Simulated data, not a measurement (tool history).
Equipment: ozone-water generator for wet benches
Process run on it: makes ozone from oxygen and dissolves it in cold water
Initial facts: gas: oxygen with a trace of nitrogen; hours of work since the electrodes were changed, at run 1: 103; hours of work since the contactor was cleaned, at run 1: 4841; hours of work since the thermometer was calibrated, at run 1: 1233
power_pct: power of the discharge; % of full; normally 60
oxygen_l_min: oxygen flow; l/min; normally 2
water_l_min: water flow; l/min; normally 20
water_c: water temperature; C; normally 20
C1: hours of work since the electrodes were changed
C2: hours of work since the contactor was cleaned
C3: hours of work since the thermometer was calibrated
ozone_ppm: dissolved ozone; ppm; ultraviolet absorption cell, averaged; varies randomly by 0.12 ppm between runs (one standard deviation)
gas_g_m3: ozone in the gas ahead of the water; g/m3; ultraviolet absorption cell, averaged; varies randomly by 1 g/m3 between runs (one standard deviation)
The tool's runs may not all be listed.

Run 1, hour 0: usual settings; C1 103; C2 4841; C3 1233. Result: ozone_ppm 11.1 ppm, gas_g_m3 177.3 g/m3.
Run 2, hour 128.5: usual settings; C1 202; C2 4940; C3 1332. Result: ozone_ppm 10.9 ppm, gas_g_m3 178.1 g/m3.
Run 3, hour 244.8: usual settings but oxygen_l_min 2.05 l/min; C1 291; C2 5029; C3 1421. Result: ozone_ppm 11 ppm, gas_g_m3 175.7 g/m3.
Run 4, hour 362.3: usual settings but oxygen_l_min 2.05 l/min; C1 381; C2 5118; C3 1510. Result: ozone_ppm 10.9 ppm, gas_g_m3 180.5 g/m3.
Run 5, hour 480.1: usual settings but water_c 19 C; C1 471; C2 5209; C3 1601. Result: ozone_ppm 10.8 ppm, gas_g_m3 178.8 g/m3.
Run 6, hour 551.3: usual settings but water_c 19 C; C1 525; C2 5263; C3 1655. Result: ozone_ppm 11.2 ppm, gas_g_m3 178.4 g/m3.
Run 7, hour 703.4: usual settings; C1 642; C2 5379; C3 1771. Result: ozone_ppm 10.9 ppm, gas_g_m3 178.6 g/m3.
Run 8, hour 825.7: usual settings but water_l_min 27 l/min; C1 735; C2 5473; C3 1865. Result: ozone_ppm 8.3 ppm, gas_g_m3 176 g/m3.
Run 9, hour 966.1: usual settings but water_l_min 27 l/min; C1 843; C2 5580; C3 1972. Result: ozone_ppm 8.2 ppm, gas_g_m3 176.6 g/m3.
Run 10, hour 1073.6: usual settings; C1 925; C2 5663; C3 2055. Result: ozone_ppm 10.8 ppm, gas_g_m3 177.6 g/m3.
Run 11, hour 1158.3: usual settings; C1 990; C2 5727; C3 2119. Result: ozone_ppm 10.8 ppm, gas_g_m3 177.2 g/m3.
Run 12, hour 1295.9: usual settings; C1 1095; C2 5833; C3 2225. Result: ozone_ppm 10.8 ppm, gas_g_m3 177.6 g/m3.
Run 13, hour 1456: usual settings; C1 1217; C2 5955; C3 2347. Result: ozone_ppm 10.9 ppm, gas_g_m3 177.3 g/m3.
Run 14, hour 1563.9: usual settings; C1 1300; C2 6038; C3 2430. Result: ozone_ppm 10.8 ppm, gas_g_m3 174.8 g/m3.
Run 15, hour 1713.5: usual settings; C1 1414; C2 6152; C3 2544. Result: ozone_ppm 10.9 ppm, gas_g_m3 177.1 g/m3.
Run 16, hour 1834.7: usual settings; C1 1507; C2 6245; C3 2637. Result: ozone_ppm 10.9 ppm, gas_g_m3 175.9 g/m3.
Run 17, hour 1954.8: usual settings but water_c 24 C; C1 1599; C2 6337; C3 2729. Result: ozone_ppm 10.5 ppm, gas_g_m3 173.1 g/m3.
Run 18, hour 2056.4: usual settings but water_c 24 C; C1 1677; C2 6414; C3 2807. Result: ozone_ppm 10.5 ppm, gas_g_m3 175.1 g/m3.
Run 19, hour 2138.4: usual settings but power_pct 68 % of full, oxygen_l_min 3.34 l/min, water_l_min 23 l/min, water_c 12 C; C1 1739; C2 6477; C3 2869. Result: ozone_ppm 13 ppm, gas_g_m3 153.3 g/m3.
Run 20, hour 2203.3: usual settings but power_pct 68 % of full, oxygen_l_min 3.34 l/min, water_l_min 23 l/min, water_c 12 C; C1 1789; C2 6527; C3 2919. Result: ozone_ppm 13.2 ppm, gas_g_m3 152.8 g/m3.
Run 21, hour 2323.3: usual settings but power_pct 68 % of full, oxygen_l_min 1.67 l/min, water_l_min 23 l/min, water_c 22 C; C1 1881; C2 6619; C3 3011. Result: ozone_ppm 9.5 ppm, gas_g_m3 199.4 g/m3.
Run 22, hour 2414: usual settings but power_pct 68 % of full, oxygen_l_min 1.67 l/min, water_l_min 23 l/min, water_c 22 C; C1 1950; C2 6688; C3 3080. Result: ozone_ppm 9.2 ppm, gas_g_m3 199.4 g/m3.
Run 23, hour 2561.6: usual settings but power_pct 68 % of full, oxygen_l_min 1.67 l/min, water_l_min 23 l/min, water_c 12 C; C1 2063; C2 6801; C3 3193. Result: ozone_ppm 9.8 ppm, gas_g_m3 198.9 g/m3.
At hour 2652.7: gauge calibrated.
Run 24, hour 2652.7: usual settings but power_pct 66 % of full, oxygen_l_min 2.44 l/min, water_c 15 C; C1 2133; C2 6871; C3 3263. Result: ozone_ppm 12.9 ppm, gas_g_m3 176.5 g/m3.
Run 25, hour 2739.3: usual settings but power_pct 68 % of full, oxygen_l_min 2.34 l/min, water_l_min 17 l/min, water_c 22 C; C1 2199; C2 6937; C3 3329. Result: ozone_ppm 13.9 ppm, gas_g_m3 179.5 g/m3.
Run 26, hour 2872.3: usual settings but water_l_min 12 l/min, water_c 13 C; C1 2301; C2 7039; C3 3431. Result: ozone_ppm 18 ppm, gas_g_m3 178 g/m3.
Run 27, hour 3030.1: usual settings but oxygen_l_min 1.33 l/min, water_c 14 C; C1 2422; C2 7159; C3 3551. Result: ozone_ppm 9.6 ppm, gas_g_m3 208.4 g/m3.
Run 28, hour 3123.6: usual settings but water_l_min 15 l/min; C1 2493; C2 7231; C3 3623. Result: ozone_ppm 13.7 ppm, gas_g_m3 179.6 g/m3.
Run 29, hour 3256.6: usual settings but power_pct 58 % of full, oxygen_l_min 3.51 l/min, water_l_min 15 l/min; C1 2595; C2 7333; C3 3725. Result: ozone_ppm 15.3 ppm, gas_g_m3 139.3 g/m3.
Run 30, hour 3379.2: usual settings but power_pct 92 % of full, oxygen_l_min 2.96 l/min, water_l_min 27 l/min, water_c 24 C; C1 2689; C2 7426; C3 3818. Result: ozone_ppm 11.8 ppm, gas_g_m3 192.5 g/m3.
Run 31, hour 3482.7: usual settings but power_pct 67 % of full, oxygen_l_min 2.64 l/min, water_l_min 27 l/min, water_c 24 C; C1 2768; C2 7506; C3 3898. Result: ozone_ppm 9.6 ppm, gas_g_m3 169.7 g/m3.
Run 32, hour 3576.8: usual settings but power_pct 67 % of full, oxygen_l_min 2.64 l/min, water_l_min 27 l/min, water_c 24 C; C1 2840; C2 7578; C3 3970. Result: ozone_ppm 9.4 ppm, gas_g_m3 169.8 g/m3.
Run 33, hour 3660.6: usual settings but power_pct 67 % of full, oxygen_l_min 2.64 l/min, water_l_min 27 l/min, water_c 24 C; C1 2904; C2 7642; C3 4034. Result: ozone_ppm 9.7 ppm, gas_g_m3 168.2 g/m3.

Here are 4 independent what-if runs from the current tool condition. What would each one return?
Run A, hour 3796.7: usual settings but power_pct 88 % of full, oxygen_l_min 1.68 l/min, water_l_min 27 l/min, water_c 14 C; C1 3008; C2 7746; C3 4138. Result: ozone_ppm ?, gas_g_m3 ?.
Run B, hour 3796.7: usual settings but power_pct 46 % of full, oxygen_l_min 1.24 l/min, water_l_min 12 l/min; C1 3008; C2 7746; C3 4138. Result: ozone_ppm ?, gas_g_m3 ?.
Run C, hour 3796.7: usual settings but water_l_min 13 l/min, water_c 28 C; C1 3008; C2 7746; C3 4138. Result: ozone_ppm ?, gas_g_m3 ?.
Run D, hour 3796.7: usual settings but power_pct 67 % of full, oxygen_l_min 2.64 l/min, water_l_min 13 l/min, water_c 24 C; C1 3008; C2 7746; C3 4138. Result: ozone_ppm ?, gas_g_m3 ?.

run  ozone_ppm  gas_g_m3
  A        9.5     230.7
  B       12.5     182.6
  C       14.3     177.4
  D       16.7     168.4
Without the tool's unlogged condition, the same runs would have read:
run  ozone_ppm  gas_g_m3
  A        9.5     233.8
  B       12.5       185
  C       14.3     179.9
  D       16.7     170.7
